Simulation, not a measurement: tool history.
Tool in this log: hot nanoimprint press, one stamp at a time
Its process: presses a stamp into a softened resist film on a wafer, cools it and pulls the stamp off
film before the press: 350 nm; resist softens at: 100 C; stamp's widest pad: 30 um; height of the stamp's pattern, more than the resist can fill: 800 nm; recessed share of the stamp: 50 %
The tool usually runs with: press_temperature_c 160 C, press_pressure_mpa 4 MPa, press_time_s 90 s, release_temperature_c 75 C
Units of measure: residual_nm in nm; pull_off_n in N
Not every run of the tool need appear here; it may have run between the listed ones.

run	day	press_temperature_c	press_pressure_mpa	press_time_s	release_temperature_c	residual_nm	pull_off_n
1	0	160	4	90	75	155.2	276
# day 1.704: stamp cleaned and given a new release coat
2	2.183	160	4	90	66	155.7	165
3	3.029	160	4	90	75	155.8	141
4	4.4	160	4	90	75	153	151
5	5.85	160	4	90	75	154	149
6	7.7	160	4	84	75	157.1	157
# day 8.179: plate thermocouple calibrated
7	9.046	160	4	90	75	148.4	162
8	10.325	160	4	90	75	144.9	156
9	11.879	160	4	90	75	145.6	168
10	13.496	160	4	90	79	145.3	157
11	14.629	160	4.65	90	75	134.6	172
12	16.35	160	2.51	90	75	178.9	176
13	17.267	160	2.51	90	75	177.9	180
# day 18.188: press's hydraulic seals changed and the load cell set to zero
# day 18.592: plate thermocouple calibrated, once more
14	19.229	160	2.51	90	75	204.8	195
15	21.05	160	4	99	75	160.6	192
16	22.921	160	4	99	75	159.3	198

Run 17 is up next; what results do you expect?
17	24.617	160	6.39	90	75	?	?

{"run 17": {"residual_nm": 130.4, "pull_off_n": 206}}
Had the tool carried no hidden state, the very same run would have given residual_nm 132 nm, pull_off_n 141 N.
